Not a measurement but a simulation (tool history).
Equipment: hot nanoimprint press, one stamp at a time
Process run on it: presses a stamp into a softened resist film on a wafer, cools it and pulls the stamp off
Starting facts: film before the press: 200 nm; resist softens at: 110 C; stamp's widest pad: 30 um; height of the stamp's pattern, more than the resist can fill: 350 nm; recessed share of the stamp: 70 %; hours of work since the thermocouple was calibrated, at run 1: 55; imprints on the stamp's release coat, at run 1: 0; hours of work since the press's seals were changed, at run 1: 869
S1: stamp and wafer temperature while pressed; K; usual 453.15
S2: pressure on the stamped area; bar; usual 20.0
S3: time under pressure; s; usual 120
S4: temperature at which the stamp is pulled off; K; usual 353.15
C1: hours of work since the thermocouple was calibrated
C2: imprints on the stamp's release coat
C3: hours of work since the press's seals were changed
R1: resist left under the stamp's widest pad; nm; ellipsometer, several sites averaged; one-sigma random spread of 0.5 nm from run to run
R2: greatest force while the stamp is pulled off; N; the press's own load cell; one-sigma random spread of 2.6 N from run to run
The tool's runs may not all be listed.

Run 1, hour 0.0: usual settings; C1 55; C2 0; C3 869. Result: R1 117.1 nm, R2 118 N.
Run 2, hour 38.0: usual settings but S2 15.4 bar; C1 71; C2 97; C3 885. Result: R1 130.5 nm, R2 121 N.
Run 3, hour 105.6: usual settings; C1 99; C2 269; C3 913. Result: R1 117.2 nm, R2 125 N.
Run 4, hour 167.7: usual settings; C1 125; C2 427; C3 939. Result: R1 116.3 nm, R2 134 N.
Run 5, hour 232.1: usual settings but S2 15.2 bar; C1 152; C2 591; C3 966. Result: R1 130.7 nm, R2 132 N.
At hour 251.9: press's hydraulic seals changed and the load cell set to zero.
Run 6, hour 293.9: usual settings; C1 174; C2 728; C3 18. Result: R1 115.7 nm, R2 135 N.
Run 7, hour 339.1: usual settings but S4 360.15 K; C1 193; C2 843; C3 36. Result: R1 115.5 nm, R2 133 N.
Run 8, hour 406.0: usual settings but S4 360.15 K; C1 221; C2 1013; C3 64. Result: R1 114.2 nm, R2 136 N.
Run 9, hour 463.7: usual settings; C1 245; C2 1160; C3 89. Result: R1 114.9 nm, R2 150 N.
At hour 525.9: stamp cleaned and given a new release coat.
Run 10, hour 531.5: usual settings but S4 346.15 K; C1 271; C2 15; C3 114. Result: R1 114.2 nm, R2 126 N.
Run 11, hour 597.1: usual settings but S4 346.15 K; C1 298; C2 182; C3 142. Result: R1 113.7 nm, R2 131 N.
Run 12, hour 658.3: usual settings but S3 204 s, S4 352.15 K; C1 324; C2 337; C3 167. Result: R1 95.2 nm, R2 135 N.
Run 13, hour 712.9: usual settings but S3 173 s, S4 356.15 K; C1 347; C2 476; C3 190. Result: R1 101.7 nm, R2 118 N.
Run 14, hour 759.1: usual settings but S1 442.15 K, S4 339.15 K; C1 366; C2 594; C3 209. Result: R1 154.6 nm, R2 152 N.
Run 15, hour 798.1: usual settings but S2 12.6 bar, S3 167 s; C1 382; C2 693; C3 226. Result: R1 125.3 nm, R2 140 N.
At hour 806.0: plate thermocouple calibrated.
Run 16, hour 862.9: usual settings but S1 457.15 K, S2 31.3 bar, S3 231 s, S4 347.15 K; C1 24; C2 851; C3 252. Result: R1 60.2 nm, R2 148 N.
Run 17, hour 899.7: usual settings but S1 457.15 K, S2 31.3 bar, S3 231 s, S4 347.15 K; C1 39; C2 945; C3 267. Result: R1 60.5 nm, R2 156 N.
Run 18, hour 951.3: usual settings but S1 442.15 K, S2 16.6 bar, S3 100 s, S4 355.15 K; C1 61; C2 1076; C3 288. Result: R1 165.2 nm, R2 143 N.
At hour 984.8: plate thermocouple calibrated, once more.
Run 19, hour 987.8: usual settings but S1 442.15 K, S2 16.6 bar, S3 100 s, S4 355.15 K; C1 1; C2 1161; C3 303. Result: R1 169.2 nm, R2 148 N.
At hour 1050.4: stamp cleaned and given a new release coat.
Run 20, hour 1066.9: usual settings but S1 442.15 K, S2 16.6 bar, S3 100 s, S4 355.15 K; C1 32; C2 42; C3 333. Result: R1 168.6 nm, R2 113 N.
Run 21, hour 1104.2: usual settings but S3 133 s, S4 349.15 K; C1 47; C2 137; C3 349. Result: R1 111.6 nm, R2 126 N.
Run 22, hour 1179.3: usual settings but S3 133 s, S4 349.15 K; C1 79; C2 328; C3 380. Result: R1 111.8 nm, R2 134 N.

Alternative continuations, all from the tool just after run 22; predict every row:
Run A, hour 1236.9: usual settings but S3 152 s; C1 103; C2 475; C3 404. Result: R1 ?, R2 ?.
Run B, hour 1236.9: usual settings but S3 79 s, S4 356.15 K; C1 103; C2 475; C3 404. Result: R1 ?, R2 ?.
Run C, hour 1236.9: usual settings but S1 449.15 K, S3 133 s, S4 349.15 K; C1 103; C2 475; C3 404. Result: R1 ?, R2 ?.

run     R1   R2
  A  106.2  131
  B  128.8  125
  C  126.1  143
With no hidden state in the tool, these same runs would have given:
run     R1   R2
  A  108.4  118
  B  131.0  113
  C  128.4  129

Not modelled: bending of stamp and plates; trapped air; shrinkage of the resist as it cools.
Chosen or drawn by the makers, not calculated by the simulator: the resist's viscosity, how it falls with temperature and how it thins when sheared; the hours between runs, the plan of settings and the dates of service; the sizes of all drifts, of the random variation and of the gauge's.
